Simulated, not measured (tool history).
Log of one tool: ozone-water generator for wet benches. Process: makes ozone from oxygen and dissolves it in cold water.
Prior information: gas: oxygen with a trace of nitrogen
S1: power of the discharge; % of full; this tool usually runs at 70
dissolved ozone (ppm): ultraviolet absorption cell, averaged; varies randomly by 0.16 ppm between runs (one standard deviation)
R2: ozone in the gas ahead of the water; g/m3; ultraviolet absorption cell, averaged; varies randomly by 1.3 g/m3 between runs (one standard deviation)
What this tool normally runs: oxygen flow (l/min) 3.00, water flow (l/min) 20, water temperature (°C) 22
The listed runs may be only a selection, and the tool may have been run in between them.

{"run": 1, "hour": 0.0, "S1": 70, "oxygen flow (l/min)": 3.0, "water flow (l/min)": 20, "water temperature (°C)": 22, "dissolved ozone (ppm)": 19.8, "R2": 244.3}
{"run": 2, "hour": 25.7, "S1": 70, "oxygen flow (l/min)": 3.0, "water flow (l/min)": 20, "water temperature (°C)": 22, "dissolved ozone (ppm)": 19.8, "R2": 242.2}
{"run": 3, "hour": 52.7, "S1": 70, "oxygen flow (l/min)": 3.0, "water flow (l/min)": 20, "water temperature (°C)": 22, "dissolved ozone (ppm)": 19.6, "R2": 244.7}
{"run": 4, "hour": 84.6, "S1": 70, "oxygen flow (l/min)": 3.0, "water flow (l/min)": 20, "water temperature (°C)": 22, "dissolved ozone (ppm)": 19.5, "R2": 240.6}
{"run": 5, "hour": 117.2, "S1": 70, "oxygen flow (l/min)": 3.0, "water flow (l/min)": 20, "water temperature (°C)": 22, "dissolved ozone (ppm)": 19.8, "R2": 242.3}
{"run": 6, "hour": 142.2, "S1": 70, "oxygen flow (l/min)": 3.0, "water flow (l/min)": 20, "water temperature (°C)": 22, "dissolved ozone (ppm)": 19.6, "R2": 240.8}
{"run": 7, "hour": 174.6, "S1": 70, "oxygen flow (l/min)": 3.0, "water flow (l/min)": 20, "water temperature (°C)": 22, "dissolved ozone (ppm)": 19.7, "R2": 243.2}
{"run": 8, "hour": 202.8, "S1": 70, "oxygen flow (l/min)": 3.0, "water flow (l/min)": 20, "water temperature (°C)": 22, "dissolved ozone (ppm)": 19.7, "R2": 243.2}
{"run": 9, "hour": 228.7, "S1": 70, "oxygen flow (l/min)": 3.0, "water flow (l/min)": 20, "water temperature (°C)": 22, "dissolved ozone (ppm)": 19.6, "R2": 241.0}
{"run": 10, "hour": 258.5, "S1": 70, "oxygen flow (l/min)": 4.18, "water flow (l/min)": 20, "water temperature (°C)": 22, "dissolved ozone (ppm)": 19.3, "R2": 193.1}
{"run": 11, "hour": 272.2, "S1": 70, "oxygen flow (l/min)": 3.0, "water flow (l/min)": 20, "water temperature (°C)": 22, "dissolved ozone (ppm)": 19.6, "R2": 241.9}
{"run": 12, "hour": 305.1, "S1": 70, "oxygen flow (l/min)": 3.0, "water flow (l/min)": 20, "water temperature (°C)": 22, "dissolved ozone (ppm)": 19.6, "R2": 241.0}
{"run": 13, "hour": 319.8, "S1": 70, "oxygen flow (l/min)": 3.0, "water flow (l/min)": 20, "water temperature (°C)": 22, "dissolved ozone (ppm)": 19.6, "R2": 243.2}
{"run": 14, "hour": 344.9, "S1": 76, "oxygen flow (l/min)": 3.0, "water flow (l/min)": 20, "water temperature (°C)": 22, "dissolved ozone (ppm)": 20.5, "R2": 253.0}
{"run": 15, "hour": 377.7, "S1": 70, "oxygen flow (l/min)": 3.0, "water flow (l/min)": 13, "water temperature (°C)": 22, "dissolved ozone (ppm)": 27.8, "R2": 242.0}
{"run": 16, "hour": 392.4, "S1": 70, "oxygen flow (l/min)": 3.0, "water flow (l/min)": 26, "water temperature (°C)": 22, "dissolved ozone (ppm)": 15.2, "R2": 241.8}
{"run": 17, "hour": 423.2, "S1": 42, "oxygen flow (l/min)": 3.0, "water flow (l/min)": 20, "water temperature (°C)": 22, "dissolved ozone (ppm)": 15.2, "R2": 188.0}
{"run": 18, "hour": 450.6, "S1": 59, "oxygen flow (l/min)": 2.23, "water flow (l/min)": 20, "water temperature (°C)": 22, "dissolved ozone (ppm)": 17.9, "R2": 270.5}
{"run": 19, "hour": 474.9, "S1": 59, "oxygen flow (l/min)": 2.23, "water flow (l/min)": 20, "water temperature (°C)": 24, "dissolved ozone (ppm)": 17.6, "R2": 271.0}
{"run": 20, "hour": 490.9, "S1": 70, "oxygen flow (l/min)": 3.0, "water flow (l/min)": 19, "water temperature (°C)": 24, "dissolved ozone (ppm)": 19.9, "R2": 240.9}
{"run": 21, "hour": 519.4, "S1": 70, "oxygen flow (l/min)": 1.59, "water flow (l/min)": 29, "water temperature (°C)": 22, "dissolved ozone (ppm)": 12.5, "R2": 370.7}
{"run": 22, "hour": 536.7, "S1": 70, "oxygen flow (l/min)": 3.24, "water flow (l/min)": 29, "water temperature (°C)": 18, "dissolved ozone (ppm)": 14.0, "R2": 228.8}
{"run": 23, "hour": 552.3, "S1": 85, "oxygen flow (l/min)": 3.0, "water flow (l/min)": 20, "water temperature (°C)": 23, "dissolved ozone (ppm)": 21.2, "R2": 268.2}
{"run": 24, "hour": 569.4, "S1": 70, "oxygen flow (l/min)": 4.85, "water flow (l/min)": 20, "water temperature (°C)": 22, "dissolved ozone (ppm)": 18.8, "R2": 171.8}
{"run": 25, "hour": 588.0, "S1": 70, "oxygen flow (l/min)": 4.85, "water flow (l/min)": 20, "water temperature (°C)": 22, "dissolved ozone (ppm)": 18.6, "R2": 171.5}
{"run": 26, "hour": 618.6, "S1": 70, "oxygen flow (l/min)": 4.85, "water flow (l/min)": 20, "water temperature (°C)": 22, "dissolved ozone (ppm)": 18.6, "R2": 172.9}
{"run": 27, "hour": 639.4, "S1": 68, "oxygen flow (l/min)": 2.79, "water flow (l/min)": 12, "water temperature (°C)": 18, "dissolved ozone (ppm)": 30.8, "R2": 250.9}
{"run": 28, "hour": 666.1, "S1": 51, "oxygen flow (l/min)": 3.2, "water flow (l/min)": 22, "water temperature (°C)": 28, "dissolved ozone (ppm)": 13.9, "R2": 196.4}
{"run": 29, "hour": 693.7, "S1": 70, "oxygen flow (l/min)": 3.0, "water flow (l/min)": 27, "water temperature (°C)": 19, "dissolved ozone (ppm)": 15.0, "R2": 239.0}
{"run": 30, "hour": 716.8, "S1": 60, "oxygen flow (l/min)": 3.0, "water flow (l/min)": 20, "water temperature (°C)": 22, "dissolved ozone (ppm)": 18.1, "R2": 221.3}
{"run": 31, "hour": 734.6, "S1": 60, "oxygen flow (l/min)": 5.11, "water flow (l/min)": 13, "water temperature (°C)": 22, "dissolved ozone (ppm)": 22.9, "R2": 155.5}
{"run": 32, "hour": 761.4, "S1": 60, "oxygen flow (l/min)": 5.11, "water flow (l/min)": 13, "water temperature (°C)": 22, "dissolved ozone (ppm)": 22.9, "R2": 155.0}
{"run": 33, "hour": 793.5, "S1": 59, "oxygen flow (l/min)": 3.0, "water flow (l/min)": 14, "water temperature (°C)": 22, "dissolved ozone (ppm)": 24.1, "R2": 220.9}

Branching from run 33: 3 alternative next runs. What would each branch give?
{"run": "A", "hour": 819.7, "S1": 70, "oxygen flow (l/min)": 3.0, "water flow (l/min)": 14, "water temperature (°C)": 19, "dissolved ozone (ppm)": "?", "R2": "?"}
{"run": "B", "hour": 819.7, "S1": 66, "oxygen flow (l/min)": 3.0, "water flow (l/min)": 16, "water temperature (°C)": 22, "dissolved ozone (ppm)": "?", "R2": "?"}
{"run": "C", "hour": 819.7, "S1": 70, "oxygen flow (l/min)": 3.67, "water flow (l/min)": 20, "water temperature (°C)": 25, "dissolved ozone (ppm)": "?", "R2": "?"}

run=A dissolved_ozone_(ppm)=27.1 R2=240.2
run=B dissolved_ozone_(ppm)=23.0 R2=232.4
run=C dissolved_ozone_(ppm)=18.3 R2=209.1
Had the tool no hidden state, the same runs would have come out as:
run=A dissolved_ozone_(ppm)=28.3 R2=245.0
run=B dissolved_ozone_(ppm)=24.1 R2=236.9
run=C dissolved_ozone_(ppm)=19.3 R2=213.3
